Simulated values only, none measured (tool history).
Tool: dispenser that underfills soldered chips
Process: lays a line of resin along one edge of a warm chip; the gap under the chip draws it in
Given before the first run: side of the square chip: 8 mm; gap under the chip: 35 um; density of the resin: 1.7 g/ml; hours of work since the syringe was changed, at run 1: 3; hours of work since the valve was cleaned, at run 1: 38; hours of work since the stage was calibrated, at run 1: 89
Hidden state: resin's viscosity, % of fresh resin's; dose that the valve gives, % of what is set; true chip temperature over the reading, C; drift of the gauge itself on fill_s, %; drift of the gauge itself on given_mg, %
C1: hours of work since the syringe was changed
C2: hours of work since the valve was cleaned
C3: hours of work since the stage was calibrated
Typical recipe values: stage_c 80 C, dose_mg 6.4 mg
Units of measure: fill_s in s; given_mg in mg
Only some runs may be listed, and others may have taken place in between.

{"run": 1, "day": 0.0, "stage_c": 80, "dose_mg": 6.4, "C1": 3, "C2": 38, "C3": 89, "fill_s": 169.1, "given_mg": 6.18}
{"day": 0.183, "done": "new syringe of resin"}
{"run": 2, "day": 0.321, "stage_c": 67, "dose_mg": 6.4, "C1": 2, "C2": 43, "C3": 94, "fill_s": 259, "given_mg": 6.2}
{"day": 0.567, "done": "new syringe of resin"}
{"run": 3, "day": 0.612, "stage_c": 67, "dose_mg": 6.4, "C1": 1, "C2": 47, "C3": 98, "fill_s": 232.4, "given_mg": 6.11}
{"day": 0.958, "done": "new syringe of resin"}
{"run": 4, "day": 1.008, "stage_c": 67, "dose_mg": 6.4, "C1": 1, "C2": 53, "C3": 104, "fill_s": 233.8, "given_mg": 6.24}
{"day": 1.346, "done": "new syringe of resin"}
{"run": 5, "day": 1.346, "stage_c": 67, "dose_mg": 6.4, "C1": 0, "C2": 58, "C3": 109, "fill_s": 216.7, "given_mg": 6.12}
{"run": 6, "day": 1.7, "stage_c": 67, "dose_mg": 6.4, "C1": 5, "C2": 63, "C3": 115, "fill_s": 340.2, "given_mg": 6.05}
{"day": 1.729, "done": "new syringe of resin"}
{"run": 7, "day": 2.021, "stage_c": 67, "dose_mg": 6.4, "C1": 4, "C2": 68, "C3": 119, "fill_s": 318, "given_mg": 6.06}
{"day": 2.1, "done": "new syringe of resin"}
{"run": 8, "day": 2.329, "stage_c": 67, "dose_mg": 6.4, "C1": 3, "C2": 72, "C3": 124, "fill_s": 295.6, "given_mg": 6.12}
{"day": 2.483, "done": "new syringe of resin"}
{"run": 9, "day": 2.679, "stage_c": 67, "dose_mg": 6.4, "C1": 3, "C2": 78, "C3": 129, "fill_s": 286.9, "given_mg": 6.04}
{"day": 2.871, "done": "new syringe of resin"}
{"run": 10, "day": 2.958, "stage_c": 67, "dose_mg": 6.4, "C1": 1, "C2": 82, "C3": 133, "fill_s": 244.7, "given_mg": 6.09}
{"day": 3.242, "done": "new syringe of resin"}
{"run": 11, "day": 3.358, "stage_c": 67, "dose_mg": 6.4, "C1": 2, "C2": 87, "C3": 139, "fill_s": 257.5, "given_mg": 5.94}
{"day": 3.612, "done": "new syringe of resin"}
{"run": 12, "day": 3.688, "stage_c": 67, "dose_mg": 6.4, "C1": 1, "C2": 92, "C3": 144, "fill_s": 247.2, "given_mg": 5.99}
{"run": 13, "day": 3.929, "stage_c": 75, "dose_mg": 6.4, "C1": 5, "C2": 96, "C3": 147, "fill_s": 246.8, "given_mg": 5.99}
{"day": 3.983, "done": "new syringe of resin"}
{"run": 14, "day": 4.262, "stage_c": 80, "dose_mg": 6.4, "C1": 4, "C2": 101, "C3": 152, "fill_s": 188.9, "given_mg": 6}
{"day": 4.371, "done": "new syringe of resin"}
{"run": 15, "day": 4.612, "stage_c": 80, "dose_mg": 6.55, "C1": 4, "C2": 106, "C3": 157, "fill_s": 188.1, "given_mg": 6.1}
{"day": 4.75, "done": "new syringe of resin"}
{"run": 16, "day": 4.954, "stage_c": 80, "dose_mg": 6.55, "C1": 3, "C2": 111, "C3": 162, "fill_s": 173.8, "given_mg": 6.09}
{"day": 5.142, "done": "new syringe of resin"}
{"run": 17, "day": 5.317, "stage_c": 80, "dose_mg": 6.55, "C1": 3, "C2": 116, "C3": 168, "fill_s": 167.8, "given_mg": 6.03}
{"day": 5.533, "done": "new syringe of resin"}
{"run": 18, "day": 5.708, "stage_c": 94, "dose_mg": 6.29, "C1": 3, "C2": 122, "C3": 174, "fill_s": 101.1, "given_mg": 5.81}
{"day": 5.925, "done": "new syringe of resin"}
{"run": 19, "day": 5.996, "stage_c": 80, "dose_mg": 8.3, "C1": 1, "C2": 126, "C3": 178, "fill_s": 145.7, "given_mg": 7.47}
{"run": 20, "day": 6.271, "stage_c": 88, "dose_mg": 6.24, "C1": 5, "C2": 130, "C3": 182, "fill_s": 156.8, "given_mg": 5.76}
{"day": 6.308, "done": "new syringe of resin"}
{"run": 21, "day": 6.596, "stage_c": 88, "dose_mg": 7.29, "C1": 4, "C2": 135, "C3": 187, "fill_s": 140.2, "given_mg": 6.51}
{"day": 6.683, "done": "new syringe of resin"}
{"day": 6.758, "done": "dispensing valve cleaned and set on the balance"}
{"run": 22, "day": 6.825, "stage_c": 88, "dose_mg": 7.29, "C1": 2, "C2": 1, "C3": 189, "fill_s": 114.7, "given_mg": 7.41}
{"day": 7.108, "done": "new syringe of resin"}
{"run": 23, "day": 7.167, "stage_c": 77, "dose_mg": 6.79, "C1": 1, "C2": 6, "C3": 194, "fill_s": 158.6, "given_mg": 6.67}
{"run": 24, "day": 7.383, "stage_c": 90, "dose_mg": 6.44, "C1": 4, "C2": 9, "C3": 198, "fill_s": 132.5, "given_mg": 6.44}
{"day": 7.492, "done": "new syringe of resin"}
{"run": 25, "day": 7.612, "stage_c": 70, "dose_mg": 7.29, "C1": 2, "C2": 13, "C3": 201, "fill_s": 227.6, "given_mg": 7.34}
{"day": 7.858, "done": "new syringe of resin"}
{"run": 26, "day": 7.858, "stage_c": 70, "dose_mg": 7.29, "C1": 0, "C2": 16, "C3": 205, "fill_s": 194.4, "given_mg": 7.2}
{"run": 27, "day": 8.142, "stage_c": 81, "dose_mg": 6.26, "C1": 4, "C2": 20, "C3": 209, "fill_s": 188.2, "given_mg": 6.2}
{"day": 8.229, "done": "new syringe of resin"}
{"run": 28, "day": 8.358, "stage_c": 89, "dose_mg": 7.93, "C1": 2, "C2": 24, "C3": 212, "fill_s": 110.6, "given_mg": 7.81}
{"day": 8.625, "done": "new syringe of resin"}
{"run": 29, "day": 8.638, "stage_c": 89, "dose_mg": 7.93, "C1": 0, "C2": 28, "C3": 216, "fill_s": 97.7, "given_mg": 7.84}
{"day": 9.008, "done": "new syringe of resin"}
{"run": 30, "day": 9.033, "stage_c": 84, "dose_mg": 7.19, "C1": 0, "C2": 33, "C3": 222, "fill_s": 120.9, "given_mg": 7.07}
{"run": 31, "day": 9.233, "stage_c": 89, "dose_mg": 7.19, "C1": 3, "C2": 37, "C3": 225, "fill_s": 130.8, "given_mg": 7.1}
{"day": 9.392, "done": "new syringe of resin"}
{"run": 32, "day": 9.412, "stage_c": 86, "dose_mg": 6.4, "C1": 0, "C2": 39, "C3": 227, "fill_s": 113.9, "given_mg": 6.28}
{"run": 33, "day": 9.679, "stage_c": 95, "dose_mg": 5.47, "C1": 4, "C2": 43, "C3": 231, "fill_s": 117.6, "given_mg": 5.25}
{"day": 9.762, "done": "new syringe of resin"}
{"run": 34, "day": 9.979, "stage_c": 88, "dose_mg": 6.47, "C1": 3, "C2": 48, "C3": 236, "fill_s": 133.2, "given_mg": 6.21}

Describe how what the log doesn't record of the tool's condition differs between the last listed run preceding each entry between runs and the first listed run following it.
From run 1 to run 2: new syringe of resin (day 0.183)
  resin's viscosity, % of fresh resin's: 128.4 -> 118.4; dose that the valve gives, % of what is set: 97.34 -> 97.02; true chip temperature over the reading, C: -0.54 -> -0.57
  measured minus no-state result, fill_s: +40.4 -> +45.9 s; given_mg: -0.17 -> -0.19 mg
From run 2 to run 3: new syringe of resin (day 0.567)
  resin's viscosity, % of fresh resin's: 118.4 -> 106.6; dose that the valve gives, % of what is set: 97.02 -> 96.71; true chip temperature over the reading, C: -0.57 -> -0.6
  measured minus no-state result, fill_s: +45.9 -> +20.3 s; given_mg: -0.19 -> -0.21 mg
From run 3 to run 4: new syringe of resin (day 0.958)
  resin's viscosity, % of fresh resin's: 106.6 -> 108; dose that the valve gives, % of what is set: 96.71 -> 96.29; true chip temperature over the reading, C: -0.6 -> -0.63
  measured minus no-state result, fill_s: +20.3 -> +23.4 s; given_mg: -0.21 -> -0.24 mg
From run 4 to run 5: new syringe of resin (day 1.346)
  resin's viscosity, % of fresh resin's: 108 -> 100.3; dose that the valve gives, % of what is set: 96.29 -> 95.94; true chip temperature over the reading, C: -0.63 -> -0.66
  measured minus no-state result, fill_s: +23.4 -> +7.1 s; given_mg: -0.24 -> -0.26 mg
From run 6 to run 7: new syringe of resin (day 1.729)
  resin's viscosity, % of fresh resin's: 157.8 -> 147.4; dose that the valve gives, % of what is set: 95.56 -> 95.23; true chip temperature over the reading, C: -0.69 -> -0.72
  measured minus no-state result, fill_s: +131.5 -> +109.3 s; given_mg: -0.29 -> -0.31 mg
From run 7 to run 8: new syringe of resin (day 2.1)
  resin's viscosity, % of fresh resin's: 147.4 -> 132.7; dose that the valve gives, % of what is set: 95.23 -> 94.9; true chip temperature over the reading, C: -0.72 -> -0.74
  measured minus no-state result, fill_s: +109.3 -> +80.5 s; given_mg: -0.31 -> -0.33 mg
From run 8 to run 9: new syringe of resin (day 2.483)
  resin's viscosity, % of fresh resin's: 132.7 -> 128.6; dose that the valve gives, % of what is set: 94.9 -> 94.55; true chip temperature over the reading, C: -0.74 -> -0.77
  measured minus no-state result, fill_s: +80.5 -> +71.8 s; given_mg: -0.33 -> -0.35 mg
From run 9 to run 10: new syringe of resin (day 2.871)
  resin's viscosity, % of fresh resin's: 128.6 -> 110.1; dose that the valve gives, % of what is set: 94.55 -> 94.27; true chip temperature over the reading, C: -0.77 -> -0.8
  measured minus no-state result, fill_s: +71.8 -> +30.7 s; given_mg: -0.35 -> -0.37 mg
From run 10 to run 11: new syringe of resin (day 3.242)
  resin's viscosity, % of fresh resin's: 110.1 -> 116; dose that the valve gives, % of what is set: 94.27 -> 93.86; true chip temperature over the reading, C: -0.8 -> -0.83
  measured minus no-state result, fill_s: +30.7 -> +44.3 s; given_mg: -0.37 -> -0.39 mg
From run 11 to run 12: new syringe of resin (day 3.612)
  resin's viscosity, % of fresh resin's: 116 -> 110.9; dose that the valve gives, % of what is set: 93.86 -> 93.51; true chip temperature over the reading, C: -0.83 -> -0.86
  measured minus no-state result, fill_s: +44.3 -> +33.4 s; given_mg: -0.39 -> -0.42 mg
From run 13 to run 14: new syringe of resin (day 3.983)
  resin's viscosity, % of fresh resin's: 151 -> 142.7; dose that the valve gives, % of what is set: 93.27 -> 92.94; true chip temperature over the reading, C: -0.88 -> -0.91
  measured minus no-state result, fill_s: +90 -> +61.8 s; given_mg: -0.43 -> -0.45 mg
From run 14 to run 15: new syringe of resin (day 4.371)
  resin's viscosity, % of fresh resin's: 142.7 -> 138.3; dose that the valve gives, % of what is set: 92.94 -> 92.61; true chip temperature over the reading, C: -0.91 -> -0.94
  measured minus no-state result, fill_s: +61.8 -> +57.7 s; given_mg: -0.45 -> -0.49 mg
From run 15 to run 16: new syringe of resin (day 4.75)
  resin's viscosity, % of fresh resin's: 138.3 -> 129; dose that the valve gives, % of what is set: 92.61 -> 92.28; true chip temperature over the reading, C: -0.94 -> -0.97
  measured minus no-state result, fill_s: +57.7 -> +44.9 s; given_mg: -0.49 -> -0.5 mg
From run 16 to run 17: new syringe of resin (day 5.142)
  resin's viscosity, % of fresh resin's: 129 -> 123.5; dose that the valve gives, % of what is set: 92.28 -> 91.9; true chip temperature over the reading, C: -0.97 -> -1.01
  measured minus no-state result, fill_s: +44.9 -> +38 s; given_mg: -0.5 -> -0.53 mg
From run 17 to run 18: new syringe of resin (day 5.533)
  resin's viscosity, % of fresh resin's: 123.5 -> 124.6; dose that the valve gives, % of what is set: 91.9 -> 91.5; true chip temperature over the reading, C: -1.01 -> -1.04
  measured minus no-state result, fill_s: +38 -> +23.6 s; given_mg: -0.53 -> -0.54 mg
From run 18 to run 19: new syringe of resin (day 5.925)
  resin's viscosity, % of fresh resin's: 124.6 -> 108.2; dose that the valve gives, % of what is set: 91.5 -> 91.2; true chip temperature over the reading, C: -1.04 -> -1.07
  measured minus no-state result, fill_s: +23.6 -> +16.5 s; given_mg: -0.54 -> -0.73 mg
From run 20 to run 21: new syringe of resin (day 6.308)
  resin's viscosity, % of fresh resin's: 154.1 -> 140.8; dose that the valve gives, % of what is set: 90.91 -> 90.58; true chip temperature over the reading, C: -1.1 -> -1.12
  measured minus no-state result, fill_s: +60.1 -> +45.2 s; given_mg: -0.56 -> -0.68 mg
From run 21 to run 22: new syringe of resin (day 6.683); dispensing valve cleaned and set on the balance (day 6.758)
  resin's viscosity, % of fresh resin's: 140.8 -> 114.9; dose that the valve gives, % of what is set: 90.58 -> 99.91; true chip temperature over the reading, C: -1.12 -> -1.14
  measured minus no-state result, fill_s: +45.2 -> +18.8 s; given_mg: -0.68 -> -0.01 mg
From run 22 to run 23: new syringe of resin (day 7.108)
  resin's viscosity, % of fresh resin's: 114.9 -> 106.6; dose that the valve gives, % of what is set: 99.91 -> 99.56; true chip temperature over the reading, C: -1.14 -> -1.17
  measured minus no-state result, fill_s: +18.8 -> +16.3 s; given_mg: -0.01 -> -0.03 mg
From run 24 to run 25: new syringe of resin (day 7.492)
  resin's viscosity, % of fresh resin's: 141 -> 115.5; dose that the valve gives, % of what is set: 99.35 -> 99.12; true chip temperature over the reading, C: -1.19 -> -1.21
  measured minus no-state result, fill_s: +42.6 -> +39.8 s; given_mg: -0.04 -> -0.06 mg
From run 25 to run 26: new syringe of resin (day 7.858)
  resin's viscosity, % of fresh resin's: 115.5 -> 99.9; dose that the valve gives, % of what is set: 99.12 -> 98.9; true chip temperature over the reading, C: -1.21 -> -1.23
  measured minus no-state result, fill_s: +39.8 -> +9 s; given_mg: -0.06 -> -0.08 mg
From run 27 to run 28: new syringe of resin (day 8.229)
  resin's viscosity, % of fresh resin's: 143.1 -> 116.4; dose that the valve gives, % of what is set: 98.6 -> 98.38; true chip temperature over the reading, C: -1.25 -> -1.27
  measured minus no-state result, fill_s: +62.7 -> +19.9 s; given_mg: -0.08 -> -0.13 mg
From run 28 to run 29: new syringe of resin (day 8.625)
  resin's viscosity, % of fresh resin's: 116.4 -> 101.6; dose that the valve gives, % of what is set: 98.38 -> 98.08; true chip temperature over the reading, C: -1.27 -> -1.29
  measured minus no-state result, fill_s: +19.9 -> +5.8 s; given_mg: -0.13 -> -0.15 mg
From run 29 to run 30: new syringe of resin (day 9.008)
  resin's viscosity, % of fresh resin's: 101.6 -> 103; dose that the valve gives, % of what is set: 98.08 -> 97.64; true chip temperature over the reading, C: -1.29 -> -1.33
  measured minus no-state result, fill_s: +5.8 -> +9.2 s; given_mg: -0.15 -> -0.17 mg
From run 31 to run 32: new syringe of resin (day 9.392)
  resin's viscosity, % of fresh resin's: 133.3 -> 103.7; dose that the valve gives, % of what is set: 97.43 -> 97.25; true chip temperature over the reading, C: -1.35 -> -1.36
  measured minus no-state result, fill_s: +37.3 -> +9.6 s; given_mg: -0.18 -> -0.18 mg
From run 33 to run 34: new syringe of resin (day 9.762)
  resin's viscosity, % of fresh resin's: 146.1 -> 130.2; dose that the valve gives, % of what is set: 96.97 -> 96.62; true chip temperature over the reading, C: -1.38 -> -1.41
  measured minus no-state result, fill_s: +41.4 -> +36.1 s; given_mg: -0.17 -> -0.22 mg
